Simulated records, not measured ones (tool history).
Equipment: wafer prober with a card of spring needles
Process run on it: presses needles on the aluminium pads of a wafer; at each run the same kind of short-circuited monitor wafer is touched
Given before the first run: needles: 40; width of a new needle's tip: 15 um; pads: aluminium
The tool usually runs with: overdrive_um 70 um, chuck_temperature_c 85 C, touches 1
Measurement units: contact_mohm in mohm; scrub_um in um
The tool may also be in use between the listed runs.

run 1 hour=0 | overdrive_um=70 chuck_temperature_c=85 touches=1 | contact_mohm=115 scrub_um=16.72
run 2 hour=15.4 | overdrive_um=60 chuck_temperature_c=85 touches=1 | contact_mohm=117 scrub_um=14.28
run 3 hour=27.9 | overdrive_um=60 chuck_temperature_c=85 touches=1 | contact_mohm=116 scrub_um=14.35
run 4 hour=41.7 | overdrive_um=60 chuck_temperature_c=85 touches=1 | contact_mohm=118 scrub_um=14.27
run 5 hour=60.4 | overdrive_um=60 chuck_temperature_c=85 touches=1 | contact_mohm=116 scrub_um=14.25
run 6 hour=75.8 | overdrive_um=60 chuck_temperature_c=85 touches=1 | contact_mohm=118 scrub_um=14.3
run 7 hour=94.3 | overdrive_um=70 chuck_temperature_c=94 touches=1 | contact_mohm=115 scrub_um=16.69
run 8 hour=108.5 | overdrive_um=70 chuck_temperature_c=94 touches=1 | contact_mohm=115 scrub_um=16.66
run 9 hour=126 | overdrive_um=70 chuck_temperature_c=85 touches=3 | contact_mohm=112 scrub_um=16.75
run 10 hour=141.7 | overdrive_um=70 chuck_temperature_c=85 touches=3 | contact_mohm=114 scrub_um=16.71
run 11 hour=150.1 | overdrive_um=70 chuck_temperature_c=85 touches=1 | contact_mohm=115 scrub_um=16.58
run 12 hour=161.4 | overdrive_um=70 chuck_temperature_c=85 touches=1 | contact_mohm=113 scrub_um=16.66
run 13 hour=177 | overdrive_um=70 chuck_temperature_c=82 touches=1 | contact_mohm=116 scrub_um=16.74
run 14 hour=189.6 | overdrive_um=70 chuck_temperature_c=82 touches=1 | contact_mohm=113 scrub_um=16.67
run 15 hour=205.2 | overdrive_um=70 chuck_temperature_c=82 touches=1 | contact_mohm=113 scrub_um=16.74
run 16 hour=217.5 | overdrive_um=70 chuck_temperature_c=82 touches=1 | contact_mohm=114 scrub_um=16.65
run 17 hour=235.4 | overdrive_um=70 chuck_temperature_c=82 touches=1 | contact_mohm=116 scrub_um=16.63
run 18 hour=248.3 | overdrive_um=79 chuck_temperature_c=85 touches=1 | contact_mohm=111 scrub_um=18.82
run 19 hour=265.5 | overdrive_um=54 chuck_temperature_c=36 touches=2 | contact_mohm=107 scrub_um=12.84
run 20 hour=274.5 | overdrive_um=54 chuck_temperature_c=36 touches=2 | contact_mohm=112 scrub_um=12.84
run 21 hour=290.9 | overdrive_um=54 chuck_temperature_c=36 touches=2 | contact_mohm=111 scrub_um=12.83
run 22 hour=310.2 | overdrive_um=54 chuck_temperature_c=36 touches=2 | contact_mohm=112 scrub_um=12.79
run 23 hour=321.7 | overdrive_um=59 chuck_temperature_c=58 touches=2 | contact_mohm=114 scrub_um=14.1
run 24 hour=333.2 | overdrive_um=70 chuck_temperature_c=58 touches=1 | contact_mohm=110 scrub_um=16.72
run 25 hour=348.7 | overdrive_um=53 chuck_temperature_c=85 touches=1 | contact_mohm=119 scrub_um=12.68
run 26 hour=361.3 | overdrive_um=53 chuck_temperature_c=85 touches=1 | contact_mohm=118 scrub_um=12.61
run 27 hour=374.2 | overdrive_um=53 chuck_temperature_c=114 touches=2 | contact_mohm=122 scrub_um=12.65
run 28 hour=383 | overdrive_um=53 chuck_temperature_c=114 touches=2 | contact_mohm=123 scrub_um=12.63
run 29 hour=392.4 | overdrive_um=66 chuck_temperature_c=37 touches=2 | contact_mohm=109 scrub_um=15.73
run 30 hour=412 | overdrive_um=70 chuck_temperature_c=48 touches=2 | contact_mohm=110 scrub_um=16.63
run 31 hour=421 | overdrive_um=70 chuck_temperature_c=89 touches=1 | contact_mohm=115 scrub_um=16.66

Put back what was entered between runs (47 entries, withheld): which listed runs does each sit between, and how does the hidden state differ from the listed run before to the listed run after?
Run 1 -> run 2: tips cleaned on abrasive film (hour 7.8)
  debris on the tips, nm: 0.1 -> 0.5
Run 2 -> run 3: tips cleaned on abrasive film (hour 16.5); tips cleaned on abrasive film (hour 24.9)
  debris on the tips, nm: 0.5 -> 0.3
Run 3 -> run 4: tips cleaned on abrasive film (hour 33.3); tips cleaned on abrasive film (hour 41.7)
  debris on the tips, nm: 0.3 -> 0.1
Run 4 -> run 5: tips cleaned on abrasive film (hour 50.4); tips cleaned on abrasive film (hour 60.1)
  way that the needles fall short of the set height, um: 0 -> 0.01
Run 5 -> run 6: tips cleaned on abrasive film (hour 68.7)
  debris on the tips, nm: 0.1 -> 0.5
Run 6 -> run 7: tips cleaned on abrasive film (hour 77.3); tips cleaned on abrasive film (hour 86.4)
  nothing in the hidden state changes from one run to the other
Run 7 -> run 8: tips cleaned on abrasive film (hour 95.7); tips cleaned on abrasive film (hour 104.3)
  debris on the tips, nm: 0.5 -> 0.4
Run 8 -> run 9: tips cleaned on abrasive film (hour 113.2); tips cleaned on abrasive film (hour 121.7)
  nothing in the hidden state changes from one run to the other
Run 9 -> run 10: tips cleaned on abrasive film (hour 130.6); tips cleaned on abrasive film (hour 140.1)
  debris on the tips, nm: 0.4 -> 0.2
Run 10 -> run 11: tips cleaned on abrasive film (hour 149.6)
  debris on the tips, nm: 0.2 -> 0.1
Run 11 -> run 12: tips cleaned on abrasive film (hour 158.1)
  debris on the tips, nm: 0.1 -> 0.3
Run 12 -> run 13: tips cleaned on abrasive film (hour 166.6); tips cleaned on abrasive film (hour 175)
  debris on the tips, nm: 0.3 -> 0.2
Run 13 -> run 14: tips cleaned on abrasive film (hour 184.3)
  debris on the tips, nm: 0.2 -> 0.4
Run 14 -> run 15: tips cleaned on abrasive film (hour 192.8); tips cleaned on abrasive film (hour 201.8)
  debris on the tips, nm: 0.4 -> 0.3
Run 15 -> run 16: tips cleaned on abrasive film (hour 211.2)
  debris on the tips, nm: 0.3 -> 0.5
Run 16 -> run 17: tips cleaned on abrasive film (hour 220.6); tips cleaned on abrasive film (hour 229.7)
  nothing in the hidden state changes from one run to the other
Run 17 -> run 18: tips cleaned on abrasive film (hour 238.8); tips cleaned on abrasive film (hour 247.9)
  debris on the tips, nm: 0.5 -> 0.1; way that the needles fall short of the set height, um: 0.01 -> 0.02
Run 18 -> run 19: tips cleaned on abrasive film (hour 256.5); tips cleaned on abrasive film (hour 265.5)
  nothing in the hidden state changes from one run to the other
Run 19 -> run 20: tips cleaned on abrasive film (hour 274.5)
  debris on the tips, nm: 0.1 -> 0
Run 20 -> run 21: tips cleaned on abrasive film (hour 283.7)
  debris on the tips, nm: 0 -> 0.5
Run 21 -> run 22: tips cleaned on abrasive film (hour 292.3); tips cleaned on abrasive film (hour 300.8); tips cleaned on abrasive film (hour 309.2)
  debris on the tips, nm: 0.5 -> 0.1; tips' diameter, um: 15.01 -> 15.02
Run 22 -> run 23: tips cleaned on abrasive film (hour 319.1)
  debris on the tips, nm: 0.1 -> 0.3
Run 23 -> run 24: tips cleaned on abrasive film (hour 327.9)
  debris on the tips, nm: 0.3 -> 0.4
Run 24 -> run 25: tips cleaned on abrasive film (hour 336.8); tips cleaned on abrasive film (hour 346.4)
  debris on the tips, nm: 0.4 -> 0.3
Run 25 -> run 26: tips cleaned on abrasive film (hour 355.1)
  debris on the tips, nm: 0.3 -> 0.5
Run 26 -> run 27: tips cleaned on abrasive film (hour 363.5); tips cleaned on abrasive film (hour 372.8)
  debris on the tips, nm: 0.5 -> 0.2
Run 27 -> run 28: tips cleaned on abrasive film (hour 382.5)
  debris on the tips, nm: 0.2 -> 0.1
Run 28 -> run 29: tips cleaned on abrasive film (hour 391.3)
  nothing in the hidden state changes from one run to the other
Run 29 -> run 30: tips cleaned on abrasive film (hour 400.2); tips cleaned on abrasive film (hour 409.4)
  debris on the tips, nm: 0.1 -> 0.3
Run 30 -> run 31: tips cleaned on abrasive film (hour 418.6)
  way that the needles fall short of the set height, um: 0.02 -> 0.03
